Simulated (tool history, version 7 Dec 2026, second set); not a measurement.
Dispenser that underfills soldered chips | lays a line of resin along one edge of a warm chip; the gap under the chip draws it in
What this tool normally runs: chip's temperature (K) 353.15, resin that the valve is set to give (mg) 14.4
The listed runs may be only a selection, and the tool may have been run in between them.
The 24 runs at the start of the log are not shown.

run	hour	chip's temperature (K)	resin that the valve is set to give (mg)	time until the resin shows at the far edge (s)	resin that the valve gave (mg)
# hour 201.5: new syringe of resin
25	202.9	353.15	15.6	121.3	14.63
# hour 211.2: new syringe of resin
26	213.0	353.15	13.7	124.7	12.72
27	217.9	353.15	13.7	154.6	12.75
# hour 220.9: new syringe of resin
# hour 226.1: dispensing valve cleaned and set on the balance
28	228.7	353.15	13.7	155.1	13.70
# hour 231.8: new syringe of resin
29	240.5	348.15	14.1	216.5	14.01
# hour 241.9: new syringe of resin
30	250.2	348.15	17.3	216.0	17.07
# hour 252.0: new syringe of resin
31	256.5	348.15	17.3	178.5	17.11
# hour 262.0: new syringe of resin
32	262.2	339.15	17.9	227.5	17.54
33	267.1	357.15	12.3	119.8	12.12
# hour 271.9: new syringe of resin
34	272.5	367.15	16.9	57.5	16.47
# hour 281.6: new syringe of resin
35	282.5	367.15	16.9	61.1	16.40

Alternative continuations, all from the tool just after run 35; predict every row:
A	290.8	353.15	14.5	?	?
B	290.8	346.15	13.1	?	?
C	290.8	342.15	12.6	?	?

run	time until the resin shows at the far edge (s)	resin that the valve gave (mg)
A	174.5	14.00
B	251.8	12.80
C	306.8	12.15
Take away the tool's hidden state, keep each run's random variation, and the runs would have read:
run	time until the resin shows at the far edge (s)	resin that the valve gave (mg)
A	117.7	14.46
B	169.5	13.22
C	206.7	12.56
